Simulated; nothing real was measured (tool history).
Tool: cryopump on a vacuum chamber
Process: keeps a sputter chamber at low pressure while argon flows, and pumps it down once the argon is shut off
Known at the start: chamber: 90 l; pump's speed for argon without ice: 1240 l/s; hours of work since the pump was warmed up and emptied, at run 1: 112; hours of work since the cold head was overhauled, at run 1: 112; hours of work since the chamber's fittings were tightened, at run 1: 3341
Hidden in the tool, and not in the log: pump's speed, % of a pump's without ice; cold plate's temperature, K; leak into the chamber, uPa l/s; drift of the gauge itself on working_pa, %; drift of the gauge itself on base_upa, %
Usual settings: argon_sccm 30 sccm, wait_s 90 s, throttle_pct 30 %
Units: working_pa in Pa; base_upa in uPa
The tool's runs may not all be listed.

run,hour,argon_sccm,wait_s,throttle_pct,hours of work since the pump was warmed up and emptied,hours of work since the cold head was overhauled,hours of work since the chamber's fittings were tightened,working_pa,base_upa
1,0.0,30,90,30,112,112,3341,0.1386,3.18
2,18.7,30,90,30,123,123,3352,0.1380,3.12
3,37.8,51,90,30,134,134,3364,0.2336,3.14
4,54.5,30,90,30,144,144,3373,0.1381,3.10
5,91.4,30,90,30,166,166,3395,0.1385,3.28
6,111.3,30,90,30,177,177,3406,0.1387,3.20
7,132.4,30,90,30,190,190,3419,0.1387,3.16
8,169.5,30,90,30,211,211,3440,0.1414,3.23
9,198.4,30,111,30,228,228,3457,0.1406,3.15
10,217.9,30,111,30,240,240,3469,0.1392,3.21
11,238.0,30,111,30,251,251,3480,0.1410,3.13
12,254.5,30,111,30,261,261,3490,0.1406,3.26
13,275.9,45,31,30,273,273,3502,0.2125,4.61
14,310.5,30,90,34,294,294,3523,0.1256,3.49
# hour 333.9: leaking fittings of the chamber tightened, without venting
15,340.2,30,90,34,310,310,4,0.1256,0.93
16,370.9,15,90,30,328,328,22,0.0703,0.95
17,390.5,15,90,30,339,339,33,0.0703,0.96
18,419.2,15,90,30,356,356,50,0.0715,0.97
19,453.9,17,90,36,376,376,70,0.0679,0.97
20,473.1,17,90,36,387,387,81,0.0675,1.00

Measured less the same run without the tool's hidden state. The same run-to-run variation is in both; the gauge's scatter may not be:
run,working_pa,base_upa
1,+0.0019,+2.26
2,+0.0021,+2.25
3,+0.0038,+2.26
4,+0.0024,+2.24
5,+0.0027,+2.37
6,+0.0029,+2.32
7,+0.0032,+2.29
8,+0.0035,+2.37
9,+0.0037,+2.40
10,+0.0039,+2.43
11,+0.0041,+2.40
12,+0.0043,+2.47
13,+0.0067,+2.50
14,+0.0048,+2.59
15,+0.0050,+0.05
16,+0.0027,+0.07
17,+0.0028,+0.08
18,+0.0030,+0.09
19,+0.0035,+0.10
20,+0.0036,+0.12

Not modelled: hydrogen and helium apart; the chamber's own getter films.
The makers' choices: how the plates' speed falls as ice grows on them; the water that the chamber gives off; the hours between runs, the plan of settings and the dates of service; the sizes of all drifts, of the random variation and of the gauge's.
